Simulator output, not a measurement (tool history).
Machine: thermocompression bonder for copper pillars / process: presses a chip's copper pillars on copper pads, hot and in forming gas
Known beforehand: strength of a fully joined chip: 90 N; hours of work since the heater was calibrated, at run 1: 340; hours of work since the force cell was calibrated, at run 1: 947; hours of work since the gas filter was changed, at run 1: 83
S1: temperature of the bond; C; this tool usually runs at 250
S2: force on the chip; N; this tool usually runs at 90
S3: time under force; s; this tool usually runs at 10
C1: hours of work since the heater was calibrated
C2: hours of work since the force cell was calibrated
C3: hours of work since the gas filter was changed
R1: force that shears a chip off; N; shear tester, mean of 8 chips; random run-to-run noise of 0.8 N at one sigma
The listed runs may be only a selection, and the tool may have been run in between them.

run,day,S1,S2,S3,C1,C2,C3,R1
1,0,250,90,10,340,947,83,66.1
# day 1.762: forming gas filter changed
2,1.812,250,90,18,373,980,1,77.6
3,4.329,250,90,18,419,1027,47,75.1
4,7.358,250,90,18,475,1082,103,72.4
# day 8.217: forming gas filter changed
5,9.125,250,90,18,507,1114,17,76.1
6,11.996,250,90,18,560,1167,69,75.5
# day 14.55: forming gas filter changed
7,15.325,250,90,18,620,1228,14,77.9
8,17.417,250,90,12,659,1266,53,70.4
# day 18.042: heater calibrated with a thermocouple chip
# day 20.858: forming gas filter changed
9,21.346,250,90,10,60,1337,9,67.5
10,25.158,250,90,10,130,1407,79,65.1
# day 27.258: forming gas filter changed
11,27.421,250,90,10,172,1448,3,69.4
12,30.104,250,90,10,221,1497,52,65.8
13,32.308,276,90,10,262,1538,93,73.5
# day 33.604: forming gas filter changed
14,34.454,276,90,10,301,1577,16,82.3
15,37.417,276,90,11,355,1631,70,78.1
# day 40.033: forming gas filter changed
16,40.033,228,90,14,403,1679,0,64.4
17,42.725,228,99,9,452,1729,49,57.9
18,45.608,279,119,7,505,1782,102,77.5
# day 46.412: forming gas filter changed
19,47.512,265,119,7,540,1816,20,77
20,50.596,261,57,14,597,1873,77,67.9
# day 52.846: forming gas filter changed
21,53.896,250,95,7,657,1933,19,66.5
# day 54.675: heater calibrated with a thermocouple chip
22,56.092,220,60,23,26,1972,58,50.7
23,57.804,220,60,6,57,2004,90,30.9
# day 59.221: forming gas filter changed
24,61.208,220,60,6,120,2066,37,33.1
# day 63.654: force cell calibrated
25,64.112,250,126,7,172,8,89,64.8
# day 65.8: forming gas filter changed
26,66.612,250,126,7,218,54,15,69.4
27,68.725,223,126,5,256,93,54,49
28,70.396,258,103,9,287,124,85,69.8
# day 72.154: forming gas filter changed
29,72.6,258,59,6,327,164,8,53

Each row is a separate what-if for the run after 29, all from the same tool condition, not one after another. Results?
A,75.675,250,129,10,384,220,65,?
B,75.675,241,90,8,384,220,65,?
C,75.675,228,78,30,384,220,65,?
D,75.675,267,90,10,384,220,65,?
E,75.675,258,62,6,384,220,65,?

run,R1
A,73.1
B,56.9
C,66.7
D,70.9
E,52.1
What these runs would have given with no unlogged condition in the tool:
run,R1
A,75
B,57.3
C,67.7
D,72.8
E,52.4

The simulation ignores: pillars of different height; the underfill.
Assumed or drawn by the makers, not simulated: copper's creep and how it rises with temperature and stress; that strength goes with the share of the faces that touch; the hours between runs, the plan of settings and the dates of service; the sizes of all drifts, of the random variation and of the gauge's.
